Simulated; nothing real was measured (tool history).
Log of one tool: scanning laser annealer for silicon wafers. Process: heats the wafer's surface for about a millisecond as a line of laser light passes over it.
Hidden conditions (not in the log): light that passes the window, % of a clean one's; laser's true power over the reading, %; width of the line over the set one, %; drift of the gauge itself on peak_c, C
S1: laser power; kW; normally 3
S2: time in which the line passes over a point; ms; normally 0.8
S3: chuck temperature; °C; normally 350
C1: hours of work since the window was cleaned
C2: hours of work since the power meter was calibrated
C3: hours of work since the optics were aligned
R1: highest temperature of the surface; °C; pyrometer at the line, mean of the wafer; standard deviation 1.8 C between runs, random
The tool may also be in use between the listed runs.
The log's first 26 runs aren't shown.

run   hour     S1     S2   S3   C1   C2    C3    R1
 27    278  3.292  0.894  350  864  146  1156  1134
 28    290  2.853    0.8  350  870  153  1162   985
 29  302.1  2.853    0.8  350  876  159  1168   981
 30  315.8  2.655    0.8  323  883  166  1175   907
 31  322.5  2.655    0.8  323  886  169  1179   909
 32  337.2  2.655    0.8  323  894  177  1186   908
 33  346.1  2.655    0.8  323  899  181  1191   906
 34    354  2.776    0.8  323  903  185  1195   936
 35  366.8  3.263  0.673  385  909  192  1201  1046
 36  379.7  2.727  0.868  364  916  198  1208   995
 37    393  2.767  0.811  386  922  205  1215  1002
     397.4  -- window over the wafer cleaned
 38  408.2  2.767  0.811  386    6  212  1222  1034
 39  416.5    3.1    0.8  350   10  216  1226  1076
 40  422.6    3.1    0.8  350   13  219  1229  1074
 41  430.6   2.85    0.8  387   17  223  1233  1051

Alternative continuations, all from the tool just after run 41; predict every row:
  A  436.7  2.655  0.903  383  20  226  1236   ?
  B  436.7  3.089  0.803  386  20  226  1236   ?
  C  436.7  3.074  0.564  360  20  226  1236   ?

run    R1
  A  1040
  B  1110
  C   952
Take away the tool's hidden state, keep each run's random variation, and the runs would have read:
run    R1
  A  1057
  B  1129
  C   967
